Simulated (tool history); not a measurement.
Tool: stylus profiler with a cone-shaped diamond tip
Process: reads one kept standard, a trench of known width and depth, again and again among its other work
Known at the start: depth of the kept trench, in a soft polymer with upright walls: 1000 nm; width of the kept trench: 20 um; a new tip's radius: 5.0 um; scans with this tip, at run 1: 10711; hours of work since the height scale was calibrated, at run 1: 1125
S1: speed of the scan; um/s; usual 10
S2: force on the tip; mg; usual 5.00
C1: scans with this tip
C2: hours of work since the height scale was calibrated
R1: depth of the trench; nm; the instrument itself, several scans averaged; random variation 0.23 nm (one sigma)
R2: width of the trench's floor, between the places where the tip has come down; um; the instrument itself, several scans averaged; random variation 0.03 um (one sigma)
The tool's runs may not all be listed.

run	hour	S1	S2	C1	C2	R1	R2
1	0.0	10	5.00	10711	1125	1013.80	11.52
2	13.3	10	5.00	10806	1135	1014.28	11.49
3	27.0	10	5.00	10904	1145	1013.97	11.56
4	45.2	10	5.00	11034	1159	1013.45	11.47
5	64.2	10	5.00	11170	1173	1013.40	11.44
6	91.4	10	5.00	11364	1194	1013.49	11.49
7	118.0	10	5.00	11554	1214	1013.33	11.41
8	141.9	5	5.00	11724	1232	1013.07	11.40
9	155.4	2	5.00	11821	1242	1013.14	11.35
10	173.3	10	5.61	11949	1255	1014.76	11.29
11	189.8	10	5.61	12066	1267	1014.57	11.27
12	217.9	10	3.86	12267	1289	1010.11	11.23
13	229.9	10	3.86	12353	1298	1010.18	11.24
14	244.3	10	3.86	12455	1308	1009.91	11.23
15	266.0	10	3.86	12611	1325	1009.73	11.18
16	293.2	10	3.86	12805	1345	1009.92	11.18
17	307.2	10	3.86	12905	1356	1009.48	11.19
18	324.7	10	3.86	13030	1369	1009.45	11.14
19	343.5	10	3.86	13164	1383	1009.40	11.09
20	370.1	10	3.86	13354	1403	1008.83	11.09
21	393.1	10	3.86	13518	1420	1009.54	11.10
22	417.8	10	3.86	13695	1439	1009.13	11.05
23	431.9	27	5.00	13796	1449	1012.15	10.99
24	451.3	27	5.00	13934	1464	1011.86	10.93
25	470.6	10	11.55	14072	1478	1027.07	10.97
26	499.4	9	5.00	14277	1500	1011.88	10.95
27	514.2	10	2.97	14383	1511	1006.41	10.91
28	532.8	5	13.29	14516	1525	1030.39	10.85
# hour 558.0: new tip fitted, height scale calibrated
29	559.9	5	13.29	13	1	1037.84	13.87
30	577.9	5	13.29	142	15	1038.30	13.81
31	604.6	5	13.29	332	35	1037.90	13.80
32	625.0	10	6.72	478	50	1023.92	13.70
33	640.0	15	12.58	585	61	1036.49	13.69
34	654.9	8	10.26	692	73	1031.77	13.68
35	680.9	10	3.66	877	92	1015.42	13.69
36	706.1	10	3.66	1057	111	1015.42	13.57
37	735.1	32	1.88	1265	133	1009.28	13.42
38	747.1	29	2.46	1350	142	1011.38	13.41
39	764.8	29	2.46	1477	155	1011.45	13.38
40	782.3	2	4.29	1602	168	1016.93	13.46
41	796.6	8	10.21	1704	179	1031.12	13.44
42	814.8	20	5.00	1834	193	1018.95	13.41
43	842.8	25	5.38	2034	214	1019.93	13.34
44	859.0	25	5.05	2149	226	1018.25	13.30
45	881.7	25	5.05	2311	243	1018.67	13.27
46	908.3	25	5.05	2501	263	1018.94	13.26

The same runs without the tool's hidden state, with the same run-to-run variation:
The hidden state here: radius of the tip, um; height scale over the true one, %; drift of the gauge itself on depth_nm, %; drift of the gauge itself on floor_um, %.
run	R1	R2
1	1019.76	13.94
2	1020.29	13.93
3	1020.03	14.01
4	1019.58	13.95
5	1019.60	13.94
6	1019.79	14.02
7	1019.72	13.99
8	1019.55	14.00
9	1019.66	13.96
10	1021.36	13.93
11	1021.23	13.93
12	1016.86	13.92
13	1016.97	13.96
14	1016.76	13.96
15	1016.65	13.94
16	1016.95	13.97
17	1016.56	14.00
18	1016.59	13.98
19	1016.61	13.95
20	1016.15	13.98
21	1016.94	14.02
22	1016.63	13.99
23	1019.73	13.95
24	1019.51	13.92
25	1034.91	13.98
26	1019.71	13.99
27	1014.25	13.98
28	1038.48	13.94
29	1038.03	13.99
30	1038.56	13.97
31	1038.26	14.00
32	1024.35	13.94
33	1036.99	13.96
34	1032.33	13.97
35	1016.07	14.03
36	1016.16	13.96
37	1010.12	13.85
38	1012.25	13.87
39	1012.38	13.86
40	1017.93	13.97
41	1032.18	13.97
42	1020.08	13.97
43	1021.15	13.95
44	1019.53	13.93
45	1020.04	13.94
46	1020.40	13.98
